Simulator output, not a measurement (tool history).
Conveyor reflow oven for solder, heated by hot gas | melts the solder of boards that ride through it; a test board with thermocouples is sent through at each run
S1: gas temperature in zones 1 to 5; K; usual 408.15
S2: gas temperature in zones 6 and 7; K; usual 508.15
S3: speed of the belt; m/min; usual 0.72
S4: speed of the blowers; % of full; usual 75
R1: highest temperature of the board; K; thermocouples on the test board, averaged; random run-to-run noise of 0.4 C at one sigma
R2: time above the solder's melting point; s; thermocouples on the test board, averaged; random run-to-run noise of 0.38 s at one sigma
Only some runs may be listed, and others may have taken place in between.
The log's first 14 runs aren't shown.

run,hour,S1,S2,S3,S4,R1,R2
15,189.1,414.15,508.15,0.72,63,480.05,41.5
16,205.2,408.15,508.15,0.72,75,482.75,41.1
17,215,418.15,517.15,0.72,75,491.95,52.1
18,225.4,399.15,508.15,0.625,75,485.45,49.3
19,234.2,399.15,508.15,0.625,75,485.55,49.1
# hour 246.9: flux residue cleaned out of gas plates and filters
20,250.9,408.15,518.15,0.849,75,488.95,38.6
21,269.3,408.15,518.15,0.849,75,488.45,39.2
22,286,408.15,508.15,0.72,75,486.85,45.6
23,303.2,408.15,514.15,0.72,72,490.65,48.7
24,319.8,410.15,497.15,0.72,75,478.25,39.1
25,332.2,410.15,497.15,0.72,75,477.85,38.2
26,341.1,410.15,497.15,0.72,75,477.85,38.4
27,352.4,410.15,497.15,0.72,75,477.35,37.7
28,365.5,404.15,497.15,0.72,81,477.95,36.9
29,376.6,414.15,522.15,0.791,52,485.35,40.9
30,388.4,408.15,503.15,0.72,82,483.85,43
31,403.7,399.15,504.15,0.733,75,480.25,36.8

Consider 4 possible next runs. They are alternatives, not a sequence: every one starts from the tool as it was left by run 31. What does each give?
A,421.3,408.15,519.15,0.647,75,?,?
B,421.3,399.15,497.15,0.753,75,?,?
C,421.3,405.15,508.15,0.859,75,?,?
D,421.3,408.15,508.15,0.72,55,?,?

run,R1,R2
A,498.25,59.9
B,473.05,29.2
C,478.15,30
D,477.85,37.3
With the hidden condition removed and each run's random variation left untouched, the same runs would have given:
run,R1,R2
A,500.75,61.3
B,475.45,32
C,480.75,32.3
D,480.15,39.6
